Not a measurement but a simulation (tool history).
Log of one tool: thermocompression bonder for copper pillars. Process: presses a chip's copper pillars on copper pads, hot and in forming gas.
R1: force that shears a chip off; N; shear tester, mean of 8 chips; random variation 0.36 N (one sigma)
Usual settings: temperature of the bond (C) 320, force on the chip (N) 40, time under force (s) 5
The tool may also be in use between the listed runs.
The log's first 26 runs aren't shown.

Run 27, day 19.242: usual settings but temperature of the bond (C) 299, force on the chip (N) 58, time under force (s) 9. Result: R1 73.9 N.
Run 28, day 20.162: usual settings but temperature of the bond (C) 339, force on the chip (N) 46. Result: R1 77.5 N.
Run 29, day 20.821: usual settings but temperature of the bond (C) 335, force on the chip (N) 36. Result: R1 66.3 N.
At day 21.108: forming gas filter changed.
Run 30, day 21.35: usual settings but temperature of the bond (C) 335, force on the chip (N) 36. Result: R1 68.3 N.
Run 31, day 21.879: usual settings but temperature of the bond (C) 296, force on the chip (N) 58, time under force (s) 3. Result: R1 49.9 N.
Run 32, day 22.458: usual settings but temperature of the bond (C) 302, force on the chip (N) 58, time under force (s) 3. Result: R1 53.4 N.
Run 33, day 22.912: usual settings but temperature of the bond (C) 345, force on the chip (N) 56, time under force (s) 12. Result: R1 110.8 N.
Run 34, day 23.654: usual settings but temperature of the bond (C) 345, force on the chip (N) 56, time under force (s) 12. Result: R1 111.5 N.
Run 35, day 24.192: usual settings but temperature of the bond (C) 300, force on the chip (N) 27, time under force (s) 4. Result: R1 35.5 N.
Run 36, day 24.825: usual settings but temperature of the bond (C) 300, force on the chip (N) 27, time under force (s) 4. Result: R1 35.4 N.
Run 37, day 25.667: usual settings but force on the chip (N) 27, time under force (s) 10. Result: R1 64.2 N.
Run 38, day 26.329: usual settings but temperature of the bond (C) 312, force on the chip (N) 39, time under force (s) 14. Result: R1 80.9 N.
Run 39, day 27.1: usual settings but temperature of the bond (C) 348, force on the chip (N) 39. Result: R1 79.1 N.
Run 40, day 27.854: usual settings but time under force (s) 9. Result: R1 76.7 N.

Forecast each of these 3 alternatives for the next run:
Run A, day 28.408: usual settings but force on the chip (N) 34, time under force (s) 6. Result: R1 ?.
Run B, day 28.408: usual settings but temperature of the bond (C) 342, time under force (s) 4. Result: R1 ?.
Run C, day 28.408: usual settings but time under force (s) 7. Result: R1 ?.

run    R1
  A  61.4
  B  71.9
  C  69.8
Without the tool's hidden state the same runs would have given:
run    R1
  A  60.3
  B  70.9
  C  68.6
